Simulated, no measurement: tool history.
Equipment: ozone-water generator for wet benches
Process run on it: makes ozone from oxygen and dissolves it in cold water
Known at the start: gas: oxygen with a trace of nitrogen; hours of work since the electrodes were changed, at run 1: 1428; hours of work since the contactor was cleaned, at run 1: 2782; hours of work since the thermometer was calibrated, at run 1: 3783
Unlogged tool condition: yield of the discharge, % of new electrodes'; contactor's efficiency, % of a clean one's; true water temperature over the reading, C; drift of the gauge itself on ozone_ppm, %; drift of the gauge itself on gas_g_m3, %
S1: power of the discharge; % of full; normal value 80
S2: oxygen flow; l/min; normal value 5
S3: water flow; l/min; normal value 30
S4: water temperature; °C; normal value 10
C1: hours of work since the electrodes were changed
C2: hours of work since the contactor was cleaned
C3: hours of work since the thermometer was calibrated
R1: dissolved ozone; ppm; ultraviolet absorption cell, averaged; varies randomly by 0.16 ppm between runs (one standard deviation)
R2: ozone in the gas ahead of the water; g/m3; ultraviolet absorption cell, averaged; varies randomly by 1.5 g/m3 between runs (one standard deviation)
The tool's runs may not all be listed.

run 1 day=0 | S1=80 S2=5 S3=30 S4=10 | C1=1428 C2=2782 C3=3783 | R1=19.9 R2=267.3
run 2 day=1.462 | S1=80 S2=5 S3=30 S4=10 | C1=1463 C2=2817 C3=3818 | R1=20.1 R2=263.6
-- day=1.946 water thermometer calibrated
run 3 day=2.896 | S1=80 S2=5 S3=30 S4=10 | C1=1497 C2=2851 C3=23 | R1=19.7 R2=266.3
run 4 day=3.917 | S1=80 S2=5 S3=30 S4=10 | C1=1521 C2=2875 C3=47 | R1=19.6 R2=264.2
run 5 day=4.779 | S1=76 S2=5 S3=30 S4=10 | C1=1541 C2=2896 C3=68 | R1=18.9 R2=254.3
-- day=6.171 water thermometer calibrated, once more
run 6 day=6.312 | S1=41 S2=5 S3=30 S4=10 | C1=1578 C2=2932 C3=3 | R1=11.4 R2=153.1
run 7 day=7.25 | S1=41 S2=5 S3=30 S4=10 | C1=1600 C2=2954 C3=26 | R1=11.6 R2=152.1
run 8 day=8.717 | S1=80 S2=5 S3=30 S4=10 | C1=1635 C2=2989 C3=61 | R1=19.7 R2=264.3
run 9 day=9.675 | S1=80 S2=5 S3=30 S4=10 | C1=1658 C2=3012 C3=84 | R1=19.5 R2=262.3
run 10 day=11.4 | S1=80 S2=5 S3=30 S4=10 | C1=1699 C2=3053 C3=125 | R1=19.4 R2=265.1
run 11 day=12.321 | S1=80 S2=5 S3=30 S4=10 | C1=1721 C2=3075 C3=147 | R1=19.7 R2=263.8
run 12 day=13.488 | S1=80 S2=5 S3=30 S4=10 | C1=1749 C2=3103 C3=175 | R1=19.8 R2=264.7
run 13 day=14.817 | S1=53 S2=5 S3=30 S4=10 | C1=1780 C2=3135 C3=206 | R1=14 R2=188

The next listed run, before its measurement:
run 14 day=15.946 | S1=53 S2=5 S3=30 S4=10 | C1=1807 C2=3162 C3=233 | R1=? R2=?

Run 14 produced R1 14 ppm, R2 189.4 g/m3.
With no hidden state in the tool, this same run would have given R1 14.9 ppm, R2 194.5 g/m3.
